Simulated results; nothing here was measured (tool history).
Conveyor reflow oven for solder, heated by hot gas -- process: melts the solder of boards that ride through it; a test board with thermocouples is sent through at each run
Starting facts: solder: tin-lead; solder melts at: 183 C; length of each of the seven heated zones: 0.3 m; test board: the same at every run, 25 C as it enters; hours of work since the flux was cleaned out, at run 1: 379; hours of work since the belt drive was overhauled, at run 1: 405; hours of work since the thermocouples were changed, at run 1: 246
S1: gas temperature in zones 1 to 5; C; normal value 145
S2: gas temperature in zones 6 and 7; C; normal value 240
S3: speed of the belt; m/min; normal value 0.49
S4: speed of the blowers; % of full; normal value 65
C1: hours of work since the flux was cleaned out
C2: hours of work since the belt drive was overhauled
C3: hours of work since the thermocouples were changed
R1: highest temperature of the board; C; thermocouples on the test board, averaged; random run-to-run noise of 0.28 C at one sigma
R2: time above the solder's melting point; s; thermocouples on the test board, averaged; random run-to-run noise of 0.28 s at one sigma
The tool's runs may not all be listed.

run	hour	S1	S2	S3	S4	C1	C2	C3	R1	R2
1	0	145	240	0.49	65	379	405	246	223.8	62.6
2	33.4	145	240	0.49	65	396	422	264	223.5	62.4
3	56.6	145	240	0.49	65	408	434	275	223.7	62.3
4	97.5	145	240	0.49	65	429	455	296	223.2	62.7
# hour 117.6: flux residue cleaned out of gas plates and filters
5	125.1	145	229	0.49	65	4	467	308	216.6	58.1
6	162.9	145	229	0.49	65	23	486	327	216.6	58
7	195.8	145	229	0.49	65	40	503	344	216.5	58.1
8	236.7	145	229	0.49	65	61	524	365	216	58
9	269.7	145	240	0.49	65	78	540	382	226.2	64
10	298.7	145	240	0.49	65	93	555	397	225.7	64.5
11	317.8	145	242	0.49	65	102	565	406	228.1	64.6
12	357.3	145	242	0.49	65	122	585	426	227.8	65.2
13	392.6	145	242	0.49	65	141	603	445	227.8	65.3
14	433.4	145	242	0.49	65	161	624	465	227.6	65.3
15	476.5	145	242	0.507	65	183	646	487	226.4	62.6
16	506.1	145	242	0.507	65	198	661	503	226.1	62.5
# hour 548.1: thermocouples of zones 6 and 7 changed
17	548.1	145	231	0.49	73	219	682	0	218.3	59.9
18	579.6	137	229	0.49	65	235	698	16	213	53.1
19	604.6	158	232	0.505	51	248	710	29	215.7	60.9
20	647.1	158	232	0.505	51	270	732	51	215.7	60.9
21	689.7	158	250	0.505	90	291	754	72	238.3	73.3
22	716.1	158	250	0.505	90	305	767	86	238.5	73.7
23	753.9	158	250	0.505	90	324	787	105	239.1	73
24	782.9	145	252	0.579	65	339	802	120	227.9	55.3
25	808.7	154	252	0.427	65	352	815	133	240.1	86
26	837.4	154	248	0.427	61	367	829	148	236.4	84.1
27	871.3	154	240	0.488	61	384	847	165	224.9	68.2
28	910.4	145	246	0.581	65	404	867	185	222.6	52.2
# hour 920.8: belt drive overhauled, speed set with a stopwatch
29	948.9	145	246	0.581	65	422	14	203	221.6	49.9
# hour 984.2: flux residue cleaned out of gas plates and filters
30	988.3	137	251	0.52	52	2	32	220	227.7	58.2
31	1027.5	145	240	0.42	64	22	52	240	229.7	77

Below are 4 alternative next runs, each starting from the tool's condition after run 31. Predict each:
A	1062.1	145	240	0.514	74	40	70	258	?	?
B	1062.1	132	235	0.483	64	40	70	258	?	?
C	1062.1	145	240	0.495	75	40	70	258	?	?
D	1062.1	145	231	0.527	64	40	70	258	?	?

run	R1	R2
A	225.8	60.5
B	218.6	55.7
C	227.2	63.5
D	215.4	52.2
The same runs, with their run-to-run variation unchanged, on a tool lacking any hidden condition would have given:
run	R1	R2
A	225.1	59.9
B	217.9	55
C	226.5	62.9
D	214.7	51.5
